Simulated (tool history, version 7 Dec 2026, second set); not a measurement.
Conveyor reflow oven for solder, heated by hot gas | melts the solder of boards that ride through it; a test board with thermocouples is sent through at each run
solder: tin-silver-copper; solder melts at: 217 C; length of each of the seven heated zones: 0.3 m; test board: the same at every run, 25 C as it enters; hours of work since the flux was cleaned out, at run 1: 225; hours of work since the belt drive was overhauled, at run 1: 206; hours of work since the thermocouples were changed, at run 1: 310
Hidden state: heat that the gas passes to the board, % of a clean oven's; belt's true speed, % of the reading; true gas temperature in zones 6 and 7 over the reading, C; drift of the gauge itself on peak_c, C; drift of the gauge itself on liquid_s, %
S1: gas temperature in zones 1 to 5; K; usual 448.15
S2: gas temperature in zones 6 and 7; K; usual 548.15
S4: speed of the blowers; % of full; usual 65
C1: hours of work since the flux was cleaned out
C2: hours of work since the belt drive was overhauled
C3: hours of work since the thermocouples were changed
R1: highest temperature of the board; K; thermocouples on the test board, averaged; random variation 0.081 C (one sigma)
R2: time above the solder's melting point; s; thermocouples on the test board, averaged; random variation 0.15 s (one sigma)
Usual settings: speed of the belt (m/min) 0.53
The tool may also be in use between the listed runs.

Run 1, hour 0: usual settings; C1 225; C2 206; C3 310. Result: R1 529.16 K, R2 53.1 s.
Run 2, hour 10.9: usual settings; C1 232; C2 214; C3 318. Result: R1 529.23 K, R2 53.2 s.
Run 3, hour 30.2: usual settings; C1 246; C2 227; C3 331. Result: R1 529.1 K, R2 53.2 s.
Run 4, hour 41.4: usual settings; C1 253; C2 235; C3 339. Result: R1 529.06 K, R2 53.3 s.
Run 5, hour 50.1: usual settings; C1 259; C2 241; C3 345. Result: R1 529.1 K, R2 53.4 s.
Run 6, hour 58.9: usual settings; C1 265; C2 247; C3 351. Result: R1 529.09 K, R2 53.1 s.
Run 7, hour 68.8: usual settings; C1 272; C2 254; C3 358. Result: R1 528.98 K, R2 53.1 s.
Run 8, hour 88.1: usual settings; C1 286; C2 267; C3 371. Result: R1 529.01 K, R2 53.1 s.
Run 9, hour 99.4: usual settings but S2 551.15 K; C1 294; C2 275; C3 379. Result: R1 531.64 K, R2 54.2 s.
At hour 105.8: flux residue cleaned out of gas plates and filters.
Run 10, hour 116.1: usual settings but S2 550.15 K; C1 7; C2 283; C3 387. Result: R1 530.06 K, R2 53.6 s.
Run 11, hour 134.4: usual settings but S2 562.15 K; C1 20; C2 296; C3 400. Result: R1 540.31 K, R2 59.4 s.
Run 12, hour 153.8: usual settings but S2 562.15 K; C1 33; C2 309; C3 413. Result: R1 540.31 K, R2 59.1 s.
Run 13, hour 168.4: usual settings but speed of the belt (m/min) 0.564; C1 43; C2 319; C3 424. Result: R1 525.95 K, R2 47.2 s.
Run 14, hour 188.5: usual settings but speed of the belt (m/min) 0.564; C1 57; C2 333; C3 438. Result: R1 525.84 K, R2 47.4 s.
Run 15, hour 204.8: usual settings but speed of the belt (m/min) 0.564; C1 69; C2 345; C3 449. Result: R1 525.73 K, R2 47.4 s.
At hour 225: flux residue cleaned out of gas plates and filters, once more.
Run 16, hour 226.5: usual settings but speed of the belt (m/min) 0.564; C1 1; C2 356; C3 460. Result: R1 528.1 K, R2 49.2 s.
Run 17, hour 235.7: usual settings but S1 453.15 K, S2 547.15 K, speed of the belt (m/min) 0.546, S4 60 % of full; C1 7; C2 363; C3 467. Result: R1 528.27 K, R2 52.7 s.
Run 18, hour 248.1: usual settings but S2 541.15 K, speed of the belt (m/min) 0.467, S4 80 % of full; C1 16; C2 371; C3 475. Result: R1 530.48 K, R2 63.2 s.
Run 19, hour 259.9: usual settings but S2 541.15 K, speed of the belt (m/min) 0.467, S4 80 % of full; C1 24; C2 380; C3 484. Result: R1 530.39 K, R2 63 s.
Run 20, hour 275.5: usual settings but speed of the belt (m/min) 0.478; C1 35; C2 390; C3 494. Result: R1 533.89 K, R2 63 s.
Run 21, hour 290.5: usual settings but S1 456.15 K, S2 541.15 K, speed of the belt (m/min) 0.529, S4 87 % of full; C1 45; C2 401; C3 505. Result: R1 529.24 K, R2 57.2 s.
Run 22, hour 299.2: usual settings but S1 455.15 K, S4 55 % of full; C1 51; C2 407; C3 511. Result: R1 529.26 K, R2 55.5 s.
Run 23, hour 319.3: usual settings but S1 455.15 K, S2 546.15 K, speed of the belt (m/min) 0.556, S4 55 % of full; C1 65; C2 421; C3 525. Result: R1 525.96 K, R2 50.8 s.
Run 24, hour 332.7: usual settings but S1 440.15 K, S2 538.15 K, speed of the belt (m/min) 0.539, S4 63 % of full; C1 75; C2 430; C3 534. Result: R1 519.14 K, R2 43.1 s.
Run 25, hour 350.6: usual settings but S1 438.15 K, S2 546.15 K; C1 87; C2 442; C3 547. Result: R1 526.5 K, R2 48.9 s.
Run 26, hour 363.2: usual settings but S2 551.15 K, S4 54 % of full; C1 96; C2 451; C3 555. Result: R1 530.15 K, R2 53.5 s.
Run 27, hour 375.6: usual settings but S1 437.15 K, S2 558.15 K, speed of the belt (m/min) 0.521; C1 104; C2 460; C3 564. Result: R1 537.48 K, R2 55.9 s.
Run 28, hour 393: usual settings but S1 456.15 K; C1 117; C2 472; C3 576. Result: R1 531.75 K, R2 57.7 s.
Run 29, hour 408.7: usual settings but S1 456.15 K; C1 127; C2 483; C3 587. Result: R1 531.63 K, R2 57.8 s.
Run 30, hour 429.3: usual settings but S1 456.15 K; C1 142; C2 497; C3 601. Result: R1 531.55 K, R2 57.6 s.
Run 31, hour 445.7: usual settings but S1 456.15 K; C1 153; C2 508; C3 613. Result: R1 531.52 K, R2 57.4 s.
Run 32, hour 456: usual settings but S1 456.15 K, speed of the belt (m/min) 0.431, S4 50 % of full; C1 160; C2 516; C3 620. Result: R1 535 K, R2 73.7 s.

Some steps in R1 between neighbouring runs. How much of each would the tool show without its hidden state too (settings, what came in, random variation), and how much is left for the hidden state, with any gauge scatter that isn't in both results?
Run 9 -> 10: S2 551.15 -> 550.15, flux residue cleaned out of gas plates and filters. R1 -1.58 K: hidden state -0.67, all else -0.91.
Run 10 -> 11: S2 550.15 -> 562.15. R1 +10.25 K: hidden state -0.14, all else +10.39.
Run 12 -> 13: S2 562.15 -> 548.15, speed of the belt (m/min) 0.53 -> 0.564. R1 -14.36 K: hidden state -0.04, all else -14.32.
Run 15 -> 16: flux residue cleaned out of gas plates and filters, once more. R1 +2.37 K: hidden state +2.28, all else +0.09.
Run 24 -> 25: S1 440.15 -> 438.15, S2 538.15 -> 546.15, speed of the belt (m/min) 0.539 -> 0.53, S4 63 -> 65. R1 +7.36 K: hidden state -0.02, all else +7.38.
Run 31 -> 32: speed of the belt (m/min) 0.53 -> 0.431, S4 65 -> 50. R1 +3.48 K: hidden state +0.19, all else +3.29.

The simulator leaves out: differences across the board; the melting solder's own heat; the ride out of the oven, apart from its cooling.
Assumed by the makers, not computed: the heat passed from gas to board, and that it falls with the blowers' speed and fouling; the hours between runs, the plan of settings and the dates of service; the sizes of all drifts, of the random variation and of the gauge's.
